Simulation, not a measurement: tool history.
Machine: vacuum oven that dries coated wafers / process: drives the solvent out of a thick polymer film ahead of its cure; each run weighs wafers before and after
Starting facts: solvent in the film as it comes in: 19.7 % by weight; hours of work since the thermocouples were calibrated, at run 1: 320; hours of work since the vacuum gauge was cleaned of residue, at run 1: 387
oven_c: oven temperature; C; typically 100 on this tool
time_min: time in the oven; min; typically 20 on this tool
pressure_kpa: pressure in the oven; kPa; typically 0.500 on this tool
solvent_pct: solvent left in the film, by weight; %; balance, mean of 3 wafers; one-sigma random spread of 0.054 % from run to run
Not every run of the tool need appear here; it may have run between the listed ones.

run     day  oven_c  time_min  pressure_kpa  hours of work since the thermocouples were calibrated  hours of work since the vacuum gauge was cleaned of residue  solvent_pct
  1   0.000     100        20         0.500                                                    320                                                          387         2.08
  2   0.675     100        20         0.500                                                    328                                                          395         1.96
  3   1.725     100        35         0.500                                                    339                                                          406         0.74
  4   2.850     100        35         0.500                                                    351                                                          418         0.78
  5   3.646     100        35         0.500                                                    359                                                          426         0.65
  6   4.492     100        35         0.500                                                    368                                                          435         0.74
  7   5.483     100        35         0.500                                                    379                                                          446         0.75
  8   6.283     100        20         0.500                                                    387                                                          454         2.02
  9   7.242     100        20         0.500                                                    397                                                          464         2.00
 10   8.283     100        20         0.500                                                    408                                                          475         2.02
 11   9.192     100        24         0.500                                                    418                                                          485         1.51
 12   9.933     100        24         0.500                                                    426                                                          493         1.45
 13  11.154     100        24         0.500                                                    439                                                          506         1.42
 14  12.500     100        24         0.500                                                    453                                                          520         1.42
 15  13.492     100        20         1.396                                                    464                                                          531         2.62
 16  14.317     100        20         0.500                                                    472                                                          539         1.97
 17  14.971     100        20         0.500                                                    479                                                          546         2.10
 18  15.833     100        20         0.500                                                    488                                                          556         1.91
 19  16.633     100        20         0.500                                                    497                                                          564         2.04
 20  17.396     100        20         0.500                                                    505                                                          572         2.13
 21  18.038     100        20         0.500                                                    512                                                          579         2.05
 22  19.025     100        27         0.500                                                    522                                                          589         1.08
 23  19.642     100        27         0.500                                                    529                                                          596         1.09
 24  20.875     100        20         0.500                                                    542                                                          609         2.00
 25  21.575      94        34         1.139                                                    549                                                          616         2.02
 26  22.442      94        34         1.139                                                    559                                                          626         2.13
 27  23.183     105        15         0.920                                                    567                                                          634         2.38
 28  24.300     100        15         1.386                                                    578                                                          645         4.04
 29  25.162     100        20         0.900                                                    588                                                          655         2.33
 30  26.242     100        20         0.900                                                    599                                                          666         2.36
 31  27.383      89        20         1.408                                                    611                                                          678         5.58
 32  28.767      93        16         0.669                                                    626                                                          693         5.13
 33  30.104      93        16         0.669                                                    640                                                          707         4.96
 34  30.875      93        16         0.669                                                    648                                                          715         5.04
 35  31.875      93        16         0.669                                                    659                                                          726         5.02
 36  32.896     100        33         1.760                                                    670                                                          737         1.81
 37  33.754      96        20         0.500                                                    679                                                          746         2.94
 38  34.492      99        33         0.627                                                    687                                                          754         0.98
 39  35.117      87        30         0.473                                                    693                                                          760         3.36
 40  35.858     101        13         0.500                                                    701                                                          768         3.70
 41  36.488     103        10         0.601                                                    708                                                          775         4.62
 42  37.833      94        20         0.500                                                    722                                                          789         3.52
 43  38.992      94        20         0.500                                                    734                                                          801         3.42
 44  39.971     114        20         1.336                                                    745                                                          812         0.83
 45  40.808     114        20         1.336                                                    754                                                          821         0.95
 46  41.917     114        20         0.474                                                    765                                                          832         0.46
 47  42.721     109        34         0.750                                                    774                                                          841         0.48
 48  43.512     100        16         0.793                                                    782                                                          849         3.19

Alternative continuations, all from the tool just after run 48; predict every row:
  A  44.842     100        17         0.793                                                    796                                                          863            ?
  B  44.842      93        16         0.523                                                    796                                                          863            ?
  C  44.842      99        16         1.221                                                    796                                                          863            ?

run  solvent_pct
  A         3.01
  B         4.86
  C         3.68
Stripped of hidden state, with their random variation kept, the same runs would have yielded:
run  solvent_pct
  A         2.97
  B         4.82
  C         3.65
